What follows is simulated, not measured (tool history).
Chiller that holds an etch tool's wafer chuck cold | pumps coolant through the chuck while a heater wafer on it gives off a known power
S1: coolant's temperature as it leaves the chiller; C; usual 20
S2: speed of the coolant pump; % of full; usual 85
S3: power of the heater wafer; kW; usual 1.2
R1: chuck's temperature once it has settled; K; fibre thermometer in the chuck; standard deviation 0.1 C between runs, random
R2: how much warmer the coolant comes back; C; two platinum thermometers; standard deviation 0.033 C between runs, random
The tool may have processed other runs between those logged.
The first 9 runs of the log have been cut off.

Run 10, day 11.571: usual settings but S1 14 C. Result: R1 295.75 K, R2 4.69 C.
Run 11, day 12.575: usual settings. Result: R1 301.55 K, R2 4.77 C.
Run 12, day 13.796: usual settings but S3 1.758 kW. Result: R1 305.45 K, R2 6.95 C.
Run 13, day 15.196: usual settings. Result: R1 301.45 K, R2 4.75 C.
Run 14, day 16.158: usual settings. Result: R1 301.55 K, R2 4.74 C.
Run 15, day 17.542: usual settings. Result: R1 301.65 K, R2 4.68 C.
Run 16, day 19.479: usual settings but S1 11 C. Result: R1 292.65 K, R2 4.72 C.
Run 17, day 21.283: usual settings but S1 11 C, S2 71 % of full, S3 1.504 kW. Result: R1 296.55 K, R2 7.12 C.
Run 18, day 23.071: usual settings but S1 11 C, S2 71 % of full, S3 1.504 kW. Result: R1 296.45 K, R2 7.11 C.
Run 19, day 24.617: usual settings but S1 11 C, S2 97 % of full, S3 1.656 kW. Result: R1 294.45 K, R2 5.65 C.
Run 20, day 26.45: usual settings but S1 11 C, S2 97 % of full, S3 1.656 kW. Result: R1 294.45 K, R2 5.66 C.
Run 21, day 27.425: usual settings but S1 12 C, S2 66 % of full, S3 1.049 kW. Result: R1 294.65 K, R2 5.26 C.
Run 22, day 29.367: usual settings but S1 12 C, S2 66 % of full, S3 0.957 kW. Result: R1 293.65 K, R2 4.78 C.
Run 23, day 31.458: usual settings but S2 81 % of full. Result: R1 302.05 K, R2 4.82 C.
Run 24, day 33.167: usual settings but S2 81 % of full. Result: R1 301.95 K, R2 4.91 C.
Run 25, day 34.812: usual settings but S1 17 C, S2 66 % of full, S3 0.845 kW. Result: R1 297.75 K, R2 4.23 C.
Run 26, day 36.317: usual settings but S1 18 C, S3 1.411 kW. Result: R1 301.05 K, R2 5.5 C.
Run 27, day 37.925: usual settings but S1 26 C, S2 84 % of full, S3 1.791 kW. Result: R1 311.95 K, R2 7.09 C.
Run 28, day 39.075: usual settings but S1 15 C, S2 78 % of full, S3 1.791 kW. Result: R1 301.95 K, R2 7.67 C.
Run 29, day 40.371: usual settings but S1 15 C, S2 78 % of full, S3 1.791 kW. Result: R1 301.65 K, R2 7.64 C.
Run 30, day 42.329: usual settings but S1 22 C, S2 94 % of full, S3 0.845 kW. Result: R1 300.55 K, R2 2.93 C.
Run 31, day 44.138: usual settings but S1 22 C, S2 94 % of full, S3 0.845 kW. Result: R1 300.55 K, R2 2.91 C.

Each row is a separate what-if for the run after 31, all from the same tool condition, not one after another. Results?
Run A, day 46.192: usual settings but S1 22 C, S2 75 % of full, S3 1.138 kW. Result: R1 ?, R2 ?.
Run B, day 46.192: usual settings but S1 13 C, S2 76 % of full, S3 0.845 kW. Result: R1 ?, R2 ?.
Run C, day 46.192: usual settings but S1 14 C, S2 61 % of full, S3 0.993 kW. Result: R1 ?, R2 ?.
Run D, day 46.192: usual settings but S1 12 C, S2 78 % of full, S3 0.722 kW. Result: R1 ?, R2 ?.

run      R1    R2
  A  304.15     5
  B  292.55  3.61
  C  296.75  5.41
  D  290.55  2.93
With the hidden condition removed and each run's random variation left untouched, the same runs would have given:
run      R1    R2
  A  304.05  5.12
  B  292.55  3.74
  C  296.75  5.54
  D  290.55  3.06
